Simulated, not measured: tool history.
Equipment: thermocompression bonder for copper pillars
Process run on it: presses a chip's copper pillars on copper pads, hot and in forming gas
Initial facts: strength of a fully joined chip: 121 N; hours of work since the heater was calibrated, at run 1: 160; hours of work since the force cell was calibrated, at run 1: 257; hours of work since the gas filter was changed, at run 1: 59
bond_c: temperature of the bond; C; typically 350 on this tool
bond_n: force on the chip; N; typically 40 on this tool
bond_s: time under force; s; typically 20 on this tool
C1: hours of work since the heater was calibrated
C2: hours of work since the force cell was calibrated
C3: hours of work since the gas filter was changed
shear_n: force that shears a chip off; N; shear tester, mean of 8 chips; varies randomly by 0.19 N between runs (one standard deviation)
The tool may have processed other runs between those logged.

Run 1, hour 0: usual settings; C1 160; C2 257; C3 59. Result: shear_n 69.6 N.
Run 2, hour 12.6: usual settings; C1 169; C2 265; C3 67. Result: shear_n 69.6 N.
Run 3, hour 22.6: usual settings; C1 175; C2 272; C3 74. Result: shear_n 69.7 N.
Run 4, hour 36.5: usual settings but bond_c 366 C; C1 185; C2 282; C3 84. Result: shear_n 79.7 N.
Run 5, hour 43.8: usual settings but bond_c 366 C; C1 190; C2 287; C3 89. Result: shear_n 79.5 N.
Run 6, hour 51.2: usual settings; C1 195; C2 292; C3 94. Result: shear_n 69.5 N.
Run 7, hour 58: usual settings; C1 200; C2 296; C3 98. Result: shear_n 69.7 N.
Run 8, hour 67.3: usual settings; C1 206; C2 303; C3 105. Result: shear_n 69.7 N.
Run 9, hour 75.2: usual settings; C1 211; C2 308; C3 110. Result: shear_n 69.2 N.
Run 10, hour 84.2: usual settings but bond_c 359 C; C1 218; C2 314; C3 116. Result: shear_n 75.3 N.
Run 11, hour 90.3: usual settings but bond_c 349 C; C1 222; C2 318; C3 120. Result: shear_n 68.9 N.
Run 12, hour 104.5: usual settings but bond_c 349 C; C1 231; C2 328; C3 130. Result: shear_n 68.5 N.
Run 13, hour 112.4: usual settings but bond_s 10 s; C1 237; C2 334; C3 136. Result: shear_n 54.9 N.
Run 14, hour 120.2: usual settings; C1 242; C2 339; C3 141. Result: shear_n 69 N.
Run 15, hour 130.3: usual settings; C1 249; C2 346; C3 148. Result: shear_n 69.9 N.
Run 16, hour 142.6: usual settings; C1 257; C2 354; C3 156. Result: shear_n 69.6 N.
Run 17, hour 149.6: usual settings; C1 262; C2 359; C3 161. Result: shear_n 69.7 N.
Run 18, hour 160: usual settings but bond_c 348 C; C1 269; C2 366; C3 168. Result: shear_n 67.8 N.
Run 19, hour 171.3: usual settings but bond_c 348 C; C1 277; C2 374; C3 176. Result: shear_n 68 N.
Run 20, hour 181.4: usual settings but bond_n 36 N; C1 284; C2 381; C3 183. Result: shear_n 64.4 N.
Run 21, hour 189.3: usual settings but bond_n 36 N; C1 289; C2 386; C3 188. Result: shear_n 64.3 N.
Run 22, hour 204.3: usual settings but bond_n 49 N, bond_s 26 s; C1 300; C2 396; C3 198. Result: shear_n 84.8 N.
Run 23, hour 217.8: usual settings but bond_c 363 C, bond_n 38 N; C1 309; C2 406; C3 208. Result: shear_n 75.1 N.
Run 24, hour 223.9: usual settings but bond_c 343 C, bond_n 42 N, bond_s 10 s; C1 313; C2 410; C3 212. Result: shear_n 52.6 N.
Run 25, hour 238.4: usual settings but bond_c 343 C, bond_n 42 N, bond_s 10 s; C1 323; C2 420; C3 222. Result: shear_n 52.9 N.
Run 26, hour 251.3: usual settings but bond_c 343 C, bond_n 42 N, bond_s 10 s; C1 332; C2 429; C3 230. Result: shear_n 52.8 N.
Run 27, hour 262.3: usual settings but bond_c 343 C, bond_n 42 N, bond_s 10 s; C1 339; C2 436; C3 238. Result: shear_n 52.8 N.
Run 28, hour 271.6: usual settings but bond_c 360 C, bond_n 42 N, bond_s 14 s; C1 346; C2 442; C3 244. Result: shear_n 70.4 N.
Run 29, hour 280.9: usual settings but bond_c 354 C, bond_n 36 N, bond_s 23 s; C1 352; C2 449; C3 251. Result: shear_n 70.1 N.
Run 30, hour 287.2: usual settings but bond_c 331 C, bond_n 30 N, bond_s 42 s; C1 356; C2 453; C3 255. Result: shear_n 59.5 N.
Run 31, hour 298.3: usual settings but bond_c 331 C, bond_n 30 N, bond_s 42 s; C1 364; C2 461; C3 263. Result: shear_n 59.4 N.
Run 32, hour 307.8: usual settings but bond_c 323 C, bond_n 29 N, bond_s 11 s; C1 370; C2 467; C3 269. Result: shear_n 30.9 N.
Run 33, hour 321.8: usual settings but bond_c 323 C, bond_n 29 N, bond_s 11 s; C1 380; C2 477; C3 279. Result: shear_n 30.8 N.
Run 34, hour 333.9: usual settings but bond_c 323 C, bond_n 29 N, bond_s 11 s; C1 388; C2 485; C3 287. Result: shear_n 30.8 N.
Run 35, hour 347.8: usual settings but bond_c 323 C, bond_n 29 N, bond_s 11 s; C1 398; C2 495; C3 296. Result: shear_n 30.5 N.
Run 36, hour 354: usual settings but bond_c 321 C, bond_n 33 N, bond_s 23 s; C1 402; C2 499; C3 301. Result: shear_n 45.7 N.
Run 37, hour 366: usual settings but bond_c 366 C, bond_n 27 N, bond_s 12 s; C1 410; C2 507; C3 309. Result: shear_n 50.5 N.
Run 38, hour 380.9: usual settings but bond_c 377 C, bond_n 37 N, bond_s 19 s; C1 420; C2 517; C3 319. Result: shear_n 81.2 N.
Run 39, hour 393.5: usual settings but bond_c 333 C, bond_n 53 N, bond_s 51 s; C1 429; C2 526; C3 328. Result: shear_n 91.8 N.
Run 40, hour 400.4: usual settings but bond_c 325 C, bond_n 57 N, bond_s 54 s; C1 434; C2 531; C3 332. Result: shear_n 91 N.

Branching from run 40: 3 alternative next runs. What would each branch give?
Run A, hour 407.6: usual settings but bond_c 324 C, bond_n 54 N; C1 439; C2 535; C3 337. Result: shear_n ?.
Run B, hour 407.6: usual settings but bond_n 31 N, bond_s 51 s; C1 439; C2 535; C3 337. Result: shear_n ?.
Run C, hour 407.6: usual settings but bond_c 378 C, bond_n 47 N, bond_s 41 s; C1 439; C2 535; C3 337. Result: shear_n ?.

run  shear_n
  A     66.2
  B     77.4
  C    106.5
Without the tool's unlogged condition, the same runs would have read:
run  shear_n
  A     66.2
  B     77.4
  C    106.6
